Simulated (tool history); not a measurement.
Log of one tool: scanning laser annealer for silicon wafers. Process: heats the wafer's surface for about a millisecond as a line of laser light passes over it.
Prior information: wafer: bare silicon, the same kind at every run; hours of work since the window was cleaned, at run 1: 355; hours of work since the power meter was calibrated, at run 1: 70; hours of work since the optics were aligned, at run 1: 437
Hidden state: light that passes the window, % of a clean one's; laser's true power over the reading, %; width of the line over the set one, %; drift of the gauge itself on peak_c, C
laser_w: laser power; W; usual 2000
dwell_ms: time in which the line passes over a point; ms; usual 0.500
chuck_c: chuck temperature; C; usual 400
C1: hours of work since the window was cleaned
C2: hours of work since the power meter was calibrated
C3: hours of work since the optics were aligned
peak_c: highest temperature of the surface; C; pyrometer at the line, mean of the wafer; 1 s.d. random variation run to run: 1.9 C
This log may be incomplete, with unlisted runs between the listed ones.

{"run": 1, "hour": 0.0, "laser_w": 2000, "dwell_ms": 0.5, "chuck_c": 400, "C1": 355, "C2": 70, "C3": 437, "peak_c": 1145}
{"run": 2, "hour": 8.9, "laser_w": 2000, "dwell_ms": 0.5, "chuck_c": 400, "C1": 359, "C2": 74, "C3": 442, "peak_c": 1146}
{"run": 3, "hour": 23.1, "laser_w": 2000, "dwell_ms": 0.5, "chuck_c": 400, "C1": 366, "C2": 82, "C3": 449, "peak_c": 1148}
{"run": 4, "hour": 37.8, "laser_w": 2000, "dwell_ms": 0.5, "chuck_c": 400, "C1": 373, "C2": 89, "C3": 456, "peak_c": 1145}
{"run": 5, "hour": 46.6, "laser_w": 2000, "dwell_ms": 0.5, "chuck_c": 400, "C1": 378, "C2": 93, "C3": 461, "peak_c": 1144}
{"run": 6, "hour": 55.4, "laser_w": 2000, "dwell_ms": 0.5, "chuck_c": 400, "C1": 382, "C2": 98, "C3": 465, "peak_c": 1140}
{"run": 7, "hour": 66.1, "laser_w": 2000, "dwell_ms": 0.5, "chuck_c": 400, "C1": 387, "C2": 103, "C3": 470, "peak_c": 1143}
{"run": 8, "hour": 74.0, "laser_w": 2000, "dwell_ms": 0.5, "chuck_c": 400, "C1": 391, "C2": 107, "C3": 474, "peak_c": 1143}
{"run": 9, "hour": 88.4, "laser_w": 2000, "dwell_ms": 0.5, "chuck_c": 400, "C1": 398, "C2": 114, "C3": 481, "peak_c": 1143}
{"run": 10, "hour": 98.0, "laser_w": 2000, "dwell_ms": 0.5, "chuck_c": 400, "C1": 403, "C2": 119, "C3": 486, "peak_c": 1139}
{"run": 11, "hour": 107.0, "laser_w": 2000, "dwell_ms": 0.5, "chuck_c": 400, "C1": 408, "C2": 123, "C3": 490, "peak_c": 1141}
{"run": 12, "hour": 118.3, "laser_w": 2000, "dwell_ms": 0.5, "chuck_c": 372, "C1": 413, "C2": 129, "C3": 496, "peak_c": 1113}
{"run": 13, "hour": 131.0, "laser_w": 1976, "dwell_ms": 0.5, "chuck_c": 400, "C1": 420, "C2": 135, "C3": 502, "peak_c": 1128}
{"run": 14, "hour": 138.1, "laser_w": 1976, "dwell_ms": 0.5, "chuck_c": 400, "C1": 423, "C2": 139, "C3": 506, "peak_c": 1130}
{"run": 15, "hour": 146.7, "laser_w": 2000, "dwell_ms": 0.546, "chuck_c": 400, "C1": 427, "C2": 143, "C3": 510, "peak_c": 1170}
{"run": 16, "hour": 158.7, "laser_w": 2000, "dwell_ms": 0.546, "chuck_c": 400, "C1": 433, "C2": 149, "C3": 516, "peak_c": 1170}
{"run": 17, "hour": 172.6, "laser_w": 2000, "dwell_ms": 0.5, "chuck_c": 427, "C1": 440, "C2": 156, "C3": 523, "peak_c": 1167}
{"run": 18, "hour": 183.1, "laser_w": 2000, "dwell_ms": 0.5, "chuck_c": 427, "C1": 445, "C2": 161, "C3": 528, "peak_c": 1166}
{"run": 19, "hour": 197.0, "laser_w": 2000, "dwell_ms": 0.5, "chuck_c": 427, "C1": 452, "C2": 168, "C3": 535, "peak_c": 1168}
{"run": 20, "hour": 206.6, "laser_w": 2000, "dwell_ms": 0.5, "chuck_c": 400, "C1": 457, "C2": 173, "C3": 540, "peak_c": 1138}
{"run": 21, "hour": 216.8, "laser_w": 2000, "dwell_ms": 0.5, "chuck_c": 400, "C1": 462, "C2": 178, "C3": 545, "peak_c": 1139}
{"run": 22, "hour": 224.5, "laser_w": 2000, "dwell_ms": 0.5, "chuck_c": 400, "C1": 466, "C2": 181, "C3": 549, "peak_c": 1140}
{"run": 23, "hour": 236.9, "laser_w": 2000, "dwell_ms": 0.5, "chuck_c": 400, "C1": 472, "C2": 188, "C3": 555, "peak_c": 1136}
{"run": 24, "hour": 250.1, "laser_w": 2000, "dwell_ms": 0.5, "chuck_c": 400, "C1": 479, "C2": 194, "C3": 561, "peak_c": 1138}
{"run": 25, "hour": 261.1, "laser_w": 1979, "dwell_ms": 0.5, "chuck_c": 400, "C1": 484, "C2": 200, "C3": 567, "peak_c": 1128}
{"run": 26, "hour": 273.4, "laser_w": 1850, "dwell_ms": 0.5, "chuck_c": 432, "C1": 490, "C2": 206, "C3": 573, "peak_c": 1115}
{"run": 27, "hour": 280.7, "laser_w": 2118, "dwell_ms": 0.488, "chuck_c": 373, "C1": 494, "C2": 209, "C3": 577, "peak_c": 1148}
{"run": 28, "hour": 293.1, "laser_w": 2118, "dwell_ms": 0.451, "chuck_c": 373, "C1": 500, "C2": 215, "C3": 583, "peak_c": 1119}
{"run": 29, "hour": 302.0, "laser_w": 2118, "dwell_ms": 0.451, "chuck_c": 373, "C1": 504, "C2": 220, "C3": 587, "peak_c": 1117}
{"run": 30, "hour": 308.9, "laser_w": 2118, "dwell_ms": 0.451, "chuck_c": 373, "C1": 508, "C2": 223, "C3": 591, "peak_c": 1119}
{"run": 31, "hour": 324.5, "laser_w": 2129, "dwell_ms": 0.561, "chuck_c": 375, "C1": 516, "C2": 231, "C3": 598, "peak_c": 1198}
{"run": 32, "hour": 331.4, "laser_w": 1930, "dwell_ms": 0.561, "chuck_c": 375, "C1": 519, "C2": 234, "C3": 602, "peak_c": 1122}
{"run": 33, "hour": 340.7, "laser_w": 1930, "dwell_ms": 0.561, "chuck_c": 375, "C1": 524, "C2": 239, "C3": 606, "peak_c": 1122}
{"run": 34, "hour": 349.3, "laser_w": 1912, "dwell_ms": 0.5, "chuck_c": 372, "C1": 528, "C2": 243, "C3": 611, "peak_c": 1076}
{"run": 35, "hour": 355.8, "laser_w": 1912, "dwell_ms": 0.5, "chuck_c": 372, "C1": 531, "C2": 247, "C3": 614, "peak_c": 1078}
{"run": 36, "hour": 369.3, "laser_w": 1912, "dwell_ms": 0.5, "chuck_c": 372, "C1": 538, "C2": 253, "C3": 621, "peak_c": 1074}
{"run": 37, "hour": 383.7, "laser_w": 1980, "dwell_ms": 0.508, "chuck_c": 372, "C1": 545, "C2": 260, "C3": 628, "peak_c": 1107}
{"run": 38, "hour": 393.9, "laser_w": 2000, "dwell_ms": 0.525, "chuck_c": 439, "C1": 550, "C2": 265, "C3": 633, "peak_c": 1191}
{"run": 39, "hour": 407.0, "laser_w": 2113, "dwell_ms": 0.443, "chuck_c": 424, "C1": 557, "C2": 272, "C3": 639, "peak_c": 1162}
{"run": 40, "hour": 417.1, "laser_w": 2113, "dwell_ms": 0.59, "chuck_c": 424, "C1": 562, "C2": 277, "C3": 644, "peak_c": 1261}
{"run": 41, "hour": 427.3, "laser_w": 2113, "dwell_ms": 0.59, "chuck_c": 416, "C1": 567, "C2": 282, "C3": 649, "peak_c": 1250}

Some steps in peak_c between neighbouring runs. How much of each would the tool show without its hidden state too (settings, what came in, random variation), and how much is left for the hidden state, with any gauge scatter that isn't in both results?
Run 26 -> 27: laser_w 1850 -> 2118, dwell_ms 0.500 -> 0.488, chuck_c 432 -> 373. peak_c +33 C: hidden state -4, all else +37.
Run 30 -> 31: laser_w 2118 -> 2129, dwell_ms 0.451 -> 0.561, chuck_c 373 -> 375. peak_c +79 C: hidden state -3, all else +82.
Run 37 -> 38: laser_w 1980 -> 2000, dwell_ms 0.508 -> 0.525, chuck_c 372 -> 439. peak_c +84 C: hidden state +0, all else +84.
Run 39 -> 40: dwell_ms 0.443 -> 0.590. peak_c +99 C: hidden state -4, all else +103.

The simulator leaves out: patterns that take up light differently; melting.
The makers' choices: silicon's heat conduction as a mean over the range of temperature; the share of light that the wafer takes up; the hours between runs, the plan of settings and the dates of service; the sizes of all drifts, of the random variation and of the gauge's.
